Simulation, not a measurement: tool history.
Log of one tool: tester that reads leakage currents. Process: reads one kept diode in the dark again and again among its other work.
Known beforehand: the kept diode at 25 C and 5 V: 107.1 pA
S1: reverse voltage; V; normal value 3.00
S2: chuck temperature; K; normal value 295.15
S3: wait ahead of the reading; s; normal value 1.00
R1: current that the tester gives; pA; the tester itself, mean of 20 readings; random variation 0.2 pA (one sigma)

run   hour     S1      S2    S3       R1
  1    0.0   3.00  295.15  1.00    64.26
  2   21.3   3.00  295.15  1.00    63.73
  3   51.4   3.00  295.15  1.00    64.03
  4   68.9   1.81  295.15  1.00    46.91
  5   98.4  12.76  295.15  1.00   156.54
  6  124.7  12.76  295.15  1.00   157.08
  7  149.0   3.00  297.15  1.00    74.68
  8  163.6   3.00  297.15  1.00    74.69
  9  192.2   3.00  297.15  1.00    74.57
     196.0  -- tester calibrated
 10  223.1   1.14  295.15  1.00    35.41
 11  255.7   1.14  295.15  1.02    35.19
 12  272.8   1.14  295.15  1.02    35.51
     289.0  -- tester calibrated, once more
 13  296.4   7.38  295.15  1.02   111.32
 14  327.4   3.36  312.15  0.31   240.69
 15  345.7  14.06  325.15  0.35  1371.03
 16  359.5  14.06  325.15  0.35  1370.27
 17  378.1  18.03  325.15  0.85  1578.05
 18  406.8   3.00  320.15  0.32   388.93
 19  425.6   3.00  321.15  1.00   413.94
 20  443.1   3.00  321.15  0.54   413.84
 21  469.3   1.26  297.15  0.54    43.90
 22  497.2   7.88  316.15  8.85   522.18
 23  528.3   1.02  331.15  0.55   418.99
 24  545.7   9.81  311.15  0.39   423.95
 25  560.1   9.81  311.15  0.39   424.96

Each row is a separate what-if for the run after 25, all from the same tool condition, not one after another. Results?
  A  585.9  5.40  318.15  1.00   ?
  B  585.9  2.95  317.15  0.79   ?
  C  585.9  2.96  311.15  0.39   ?

run      R1
  A  477.33
  B  310.40
  C  205.70
Without the tool's unlogged condition, the same runs would have read:
run      R1
  A  486.57
  B  316.97
  C  209.36
